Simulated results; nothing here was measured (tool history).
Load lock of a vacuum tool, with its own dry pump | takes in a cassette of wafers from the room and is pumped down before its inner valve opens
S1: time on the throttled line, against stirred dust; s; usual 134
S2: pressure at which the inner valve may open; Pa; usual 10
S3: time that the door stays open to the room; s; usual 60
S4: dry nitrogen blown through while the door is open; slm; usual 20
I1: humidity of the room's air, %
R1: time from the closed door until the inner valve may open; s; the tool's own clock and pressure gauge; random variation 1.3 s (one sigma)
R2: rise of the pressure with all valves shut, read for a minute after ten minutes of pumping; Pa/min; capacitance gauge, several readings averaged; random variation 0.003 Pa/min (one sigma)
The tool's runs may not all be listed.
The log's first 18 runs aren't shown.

run 19 day=361.575 | S1=134 S2=10 S3=60 S4=20 | I1=47.6 | R1=208.9 R2=0.221
-- day=390.496 door's seal changed, seat wiped
run 20 day=390.496 | S1=134 S2=10 S3=60 S4=20 | I1=47.4 | R1=210.1 R2=0.023
run 21 day=414.188 | S1=165 S2=10 S3=46 S4=12 | I1=44.8 | R1=236.1 R2=0.033
run 22 day=440.400 | S1=165 S2=18 S3=42 S4=22 | I1=43.9 | R1=230.9 R2=0.031
run 23 day=453.992 | S1=165 S2=18 S3=42 S4=22 | I1=48.0 | R1=229.2 R2=0.034
run 24 day=482.162 | S1=74 S2=16 S3=60 S4=20 | I1=43.5 | R1=155.6 R2=0.042
run 25 day=508.029 | S1=134 S2=7 S3=36 S4=20 | I1=43.2 | R1=216.3 R2=0.046
run 26 day=526.746 | S1=232 S2=13 S3=36 S4=20 | I1=45.7 | R1=290.9 R2=0.049
run 27 day=544.471 | S1=232 S2=13 S3=36 S4=20 | I1=43.8 | R1=288.7 R2=0.058
run 28 day=570.933 | S1=232 S2=13 S3=109 S4=20 | I1=47.9 | R1=292.8 R2=0.078
run 29 day=596.488 | S1=134 S2=12 S3=60 S4=8 | I1=46.0 | R1=212.0 R2=0.091
run 30 day=615.817 | S1=134 S2=12 S3=60 S4=8 | I1=43.2 | R1=212.9 R2=0.096
run 31 day=637.325 | S1=134 S2=12 S3=60 S4=8 | I1=44.3 | R1=211.7 R2=0.112
run 32 day=658.400 | S1=134 S2=12 S3=60 S4=8 | I1=45.5 | R1=211.9 R2=0.117
run 33 day=684.338 | S1=134 S2=12 S3=60 S4=8 | I1=45.7 | R1=212.8 R2=0.138
run 34 day=707.067 | S1=134 S2=12 S3=60 S4=8 | I1=42.4 | R1=213.8 R2=0.147
run 35 day=733.529 | S1=134 S2=12 S3=60 S4=8 | I1=42.3 | R1=215.1 R2=0.152
run 36 day=761.221 | S1=91 S2=14 S3=28 S4=39 | I1=44.3 | R1=175.5 R2=0.154
run 37 day=775.842 | S1=93 S2=13 S3=60 S4=13 | I1=42.0 | R1=181.2 R2=0.180
run 38 day=801.488 | S1=111 S2=10 S3=60 S4=14 | I1=45.6 | R1=198.3 R2=0.195

Forecast each of these 3 alternatives for the next run:
run A day=824.704 | S1=247 S2=8 S3=77 S4=14 | I1=45.4 | R1=? R2=?
run B day=824.704 | S1=111 S2=10 S3=86 S4=20 | I1=46.3 | R1=? R2=?
run C day=824.704 | S1=111 S2=7 S3=60 S4=14 | I1=44.5 | R1=? R2=?

run=A R1=315.1 R2=0.212
run=B R1=201.0 R2=0.205
run=C R1=204.4 R2=0.209
Without the tool's hidden state the same runs would have given:
run=A R1=306.2 R2=0.032
run=B R1=189.0 R2=0.026
run=C R1=191.9 R2=0.026
